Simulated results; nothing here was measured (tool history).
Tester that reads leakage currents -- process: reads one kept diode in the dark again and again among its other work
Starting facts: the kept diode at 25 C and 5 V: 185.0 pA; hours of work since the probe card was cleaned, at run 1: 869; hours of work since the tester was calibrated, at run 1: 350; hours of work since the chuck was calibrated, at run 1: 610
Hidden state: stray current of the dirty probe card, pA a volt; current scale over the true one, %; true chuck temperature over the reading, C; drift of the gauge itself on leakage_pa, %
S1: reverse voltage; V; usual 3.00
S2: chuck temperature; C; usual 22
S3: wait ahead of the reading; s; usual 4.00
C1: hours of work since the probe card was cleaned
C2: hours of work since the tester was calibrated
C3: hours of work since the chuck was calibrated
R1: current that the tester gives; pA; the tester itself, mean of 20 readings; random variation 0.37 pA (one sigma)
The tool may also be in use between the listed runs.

run    hour     S1  S2    S3    C1    C2    C3      R1
  1     0.0   3.00  22  4.00   869   350   610  119.51
  2    57.7   3.00  22  4.00   911   391   652  120.25
  3   118.9   3.00  22  4.00   955   435   696  120.53
  4   190.5   3.00  22  4.00  1007   487   747  119.23
  5   274.2   3.00  22  4.00  1067   547   808  120.13
  6   315.2   3.00  22  4.00  1096   577   837  119.26
  7   382.6   3.00  22  4.00  1145   625   886  119.98
  8   431.5   3.00  22  4.00  1180   661   921  119.32
  9   477.5   1.81  22  4.00  1213   694   954  101.48
 10   520.8   1.81  22  4.00  1245   725   985  102.44
 11   563.0   8.57  22  4.00  1275   755  1016  168.52
 12   621.2   8.57  22  4.00  1317   797  1058  166.95
 13   693.6   8.57  22  4.00  1369   850  1110  167.56
      704.3  -- probe card cleaned and baked
 14   754.7   3.00  22  4.00    36   891  1152  118.84
 15   813.9   3.00  22  4.00    79   934  1194  119.13
 16   897.6   3.00  31  8.55   139   994  1255  248.29
 17   958.9   3.00  31  8.55   183  1039  1299  248.04
 18  1010.9   2.60  34  0.80   221  1076  1336  301.21
 19  1062.5  14.83  34  0.80   258  1113  1374  527.42
 20  1144.7   3.00  32  4.00   317  1172  1433  267.93
     1154.4  -- probe card cleaned and baked, once more
 21  1223.4   3.19  32  0.70    50  1227  1487  273.51
 22  1294.2   3.00  22  2.10   101  1278  1538  115.99
 23  1336.1   5.61  30  2.06   131  1308  1569  276.31
 24  1385.7   5.61  30  2.06   167  1344  1604  278.09
 25  1424.8   5.61  30  2.06   195  1372  1632  276.87
 26  1500.7   5.61  30  2.06   249  1427  1687  276.08
 27  1559.9   3.05  29  1.63   292  1470  1730  209.63
 28  1636.6   3.05  29  1.63   347  1525  1785  208.53
 29  1718.6   3.00  23  4.00   407  1584  1844  126.11
 30  1762.9   8.70  31  6.55   438  1616  1876  343.92

Here are 4 independent what-if runs from the current tool condition. What would each one return?
  A  1834.2   3.94  31  7.93  490  1667  1927   ?
  B  1834.2   2.49  31  5.20  490  1667  1927   ?
  C  1834.2  11.85  31  6.55  490  1667  1927   ?
  D  1834.2  13.24  35  6.55  490  1667  1927   ?

run      R1
  A  265.40
  B  228.52
  C  380.07
  D  539.75
What these runs would have given with no unlogged condition in the tool:
run      R1
  A  279.80
  B  241.00
  C  400.12
  D  567.80

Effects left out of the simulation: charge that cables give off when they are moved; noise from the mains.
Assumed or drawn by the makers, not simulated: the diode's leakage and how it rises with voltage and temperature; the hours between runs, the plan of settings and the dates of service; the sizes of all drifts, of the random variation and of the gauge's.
